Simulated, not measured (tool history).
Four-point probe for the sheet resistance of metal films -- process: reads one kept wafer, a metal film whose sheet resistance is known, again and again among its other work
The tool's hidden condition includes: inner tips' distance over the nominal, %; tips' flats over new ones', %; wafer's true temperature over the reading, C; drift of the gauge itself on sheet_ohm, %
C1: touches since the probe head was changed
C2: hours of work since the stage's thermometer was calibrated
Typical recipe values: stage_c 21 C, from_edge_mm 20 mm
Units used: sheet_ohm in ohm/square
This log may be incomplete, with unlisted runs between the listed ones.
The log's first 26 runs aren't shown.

run 27 hour=720.1 | stage_c=22 from_edge_mm=37 | C1=18350 C2=87 | sheet_ohm=0.407655
run 28 hour=738.5 | stage_c=23 from_edge_mm=13 | C1=18758 C2=96 | sheet_ohm=0.409977
run 29 hour=767 | stage_c=25 from_edge_mm=20 | C1=19389 C2=110 | sheet_ohm=0.409661
run 30 hour=797.7 | stage_c=25 from_edge_mm=8 | C1=20068 C2=125 | sheet_ohm=0.414201
run 31 hour=822.5 | stage_c=29 from_edge_mm=56 | C1=20618 C2=137 | sheet_ohm=0.410458
run 32 hour=864.1 | stage_c=29 from_edge_mm=19 | C1=21541 C2=157 | sheet_ohm=0.411247
run 33 hour=884 | stage_c=28 from_edge_mm=41 | C1=21982 C2=167 | sheet_ohm=0.410075
run 34 hour=909.6 | stage_c=24 from_edge_mm=18 | C1=22548 C2=179 | sheet_ohm=0.40912
run 35 hour=930.4 | stage_c=21 from_edge_mm=18 | C1=23011 C2=189 | sheet_ohm=0.40768
run 36 hour=965.3 | stage_c=21 from_edge_mm=18 | C1=23784 C2=206 | sheet_ohm=0.407613
run 37 hour=997.3 | stage_c=33 from_edge_mm=11 | C1=24492 C2=221 | sheet_ohm=0.414816

What does the tool deliver on the next run?
run 38 hour=1033.5 | stage_c=21 from_edge_mm=6 | C1=25294 C2=239 | sheet_ohm=?

{"run 38": {"sheet_ohm": 0.41607}}
Take away the tool's hidden state, keep the run-to-run variation as it was, and the same run would have given sheet_ohm 0.415638 ohm/square.
